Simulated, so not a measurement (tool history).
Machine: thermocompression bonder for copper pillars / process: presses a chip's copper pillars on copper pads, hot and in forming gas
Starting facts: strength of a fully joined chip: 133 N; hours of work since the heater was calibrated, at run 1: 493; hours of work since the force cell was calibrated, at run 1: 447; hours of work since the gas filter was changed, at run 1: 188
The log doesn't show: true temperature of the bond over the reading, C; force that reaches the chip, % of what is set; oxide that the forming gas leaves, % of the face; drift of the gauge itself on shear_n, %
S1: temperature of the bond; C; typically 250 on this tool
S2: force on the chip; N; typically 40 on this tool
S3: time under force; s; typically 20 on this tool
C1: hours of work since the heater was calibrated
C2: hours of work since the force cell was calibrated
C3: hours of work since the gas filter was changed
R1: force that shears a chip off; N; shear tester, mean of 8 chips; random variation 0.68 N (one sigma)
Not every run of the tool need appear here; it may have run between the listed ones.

run 1 hour=0 | S1=250 S2=40 S3=20 | C1=493 C2=447 C3=188 | R1=56.8
run 2 hour=22 | S1=250 S2=27 S3=20 | C1=507 C2=460 C3=201 | R1=38.7
run 3 hour=44.8 | S1=250 S2=48 S3=20 | C1=521 C2=474 C3=215 | R1=67.5
run 4 hour=68.5 | S1=250 S2=40 S3=20 | C1=535 C2=488 C3=230 | R1=58.6
run 5 hour=94.5 | S1=250 S2=40 S3=20 | C1=551 C2=504 C3=245 | R1=57.4
run 6 hour=115.3 | S1=250 S2=39 S3=20 | C1=563 C2=517 C3=258 | R1=56.3
run 7 hour=139.2 | S1=250 S2=40 S3=51 | C1=578 C2=531 C3=273 | R1=78.8
run 8 hour=161.9 | S1=250 S2=40 S3=20 | C1=592 C2=545 C3=286 | R1=57.3
run 9 hour=178.2 | S1=250 S2=40 S3=20 | C1=602 C2=555 C3=296 | R1=58.6
-- hour=183.1 forming gas filter changed
run 10 hour=198.3 | S1=262 S2=40 S3=20 | C1=614 C2=567 C3=9 | R1=66.9
run 11 hour=211.4 | S1=262 S2=40 S3=20 | C1=622 C2=575 C3=17 | R1=66.2
run 12 hour=230.6 | S1=262 S2=40 S3=20 | C1=633 C2=587 C3=29 | R1=66
run 13 hour=259.8 | S1=262 S2=40 S3=20 | C1=651 C2=604 C3=47 | R1=66
run 14 hour=276.1 | S1=262 S2=40 S3=20 | C1=661 C2=614 C3=57 | R1=67.2
run 15 hour=306.4 | S1=242 S2=30 S3=23 | C1=679 C2=633 C3=75 | R1=40.9
run 16 hour=325.1 | S1=240 S2=40 S3=22 | C1=691 C2=644 C3=86 | R1=53.4
run 17 hour=346.2 | S1=279 S2=40 S3=37 | C1=704 C2=657 C3=99 | R1=93.1
run 18 hour=375.5 | S1=279 S2=40 S3=37 | C1=721 C2=675 C3=117 | R1=95
run 19 hour=404.9 | S1=279 S2=60 S3=37 | C1=739 C2=693 C3=135 | R1=114.1
run 20 hour=435 | S1=250 S2=40 S3=31 | C1=758 C2=711 C3=153 | R1=68.8
run 21 hour=465.5 | S1=250 S2=40 S3=31 | C1=776 C2=730 C3=172 | R1=65.7

Hidden state at the last listed run before each entry between runs and at the first one after, where it differs:
Logged between run 9 and run 10: forming gas filter changed (hour 183.1)
  oxide that the forming gas leaves, % of the face: 1.26 -> 0.52
